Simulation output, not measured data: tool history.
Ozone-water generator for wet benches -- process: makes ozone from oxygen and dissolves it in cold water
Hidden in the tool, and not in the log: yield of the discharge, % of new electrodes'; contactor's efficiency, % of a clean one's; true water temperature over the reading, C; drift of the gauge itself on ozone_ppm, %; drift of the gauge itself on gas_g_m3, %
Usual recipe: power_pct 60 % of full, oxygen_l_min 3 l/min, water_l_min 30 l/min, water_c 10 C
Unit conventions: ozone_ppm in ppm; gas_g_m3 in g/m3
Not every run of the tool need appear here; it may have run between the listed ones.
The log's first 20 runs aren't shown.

run    hour  power_pct  oxygen_l_min  water_l_min  water_c  hours of work since the electrodes were changed  hours of work since the contactor was cleaned  hours of work since the thermometer was calibrated  ozone_ppm  gas_g_m3
 21   703.1         45          3.43           30       10                                              709                                             80                                                 916        6.5     111.1
 22   740.4         83          3.43           30       10                                              740                                            111                                                 947         11     184.3
 23   771.2         71          2.76           23       15                                              766                                            137                                                 973         12     182.2
 24   800.7         60             3           20       10                                              790                                            162                                                 998       12.8     151.4
 25   844.4         60             3           20       10                                              827                                            198                                                1034         13     151.6
 26     867         60             3           20       10                                              846                                            217                                                1053       12.8     151.6
 27   905.4         60             3           20       10                                              878                                            249                                                1085       12.8     150.6
 28   943.7         60          1.61           29       10                                              910                                            281                                                1117        7.3     216.2
 29   973.1         48             3           30       16                                              935                                            306                                                1142        6.6     124.3
 30   996.6         48             3           30       16                                              954                                            325                                                1161        6.3     126.5
 31  1040.6         48             3           20        5                                              991                                            362                                                1198       11.2     126.1

Forecast run 32:
 32  1075.5         48             3           20        5                                             1020                                            391                                                1227          ?         ?

Run 32 gave ozone_ppm 11 ppm, gas_g_m3 126.2 g/m3.
With no hidden state in the tool, this same run would have given ozone_ppm 11.2 ppm, gas_g_m3 127.2 g/m3.
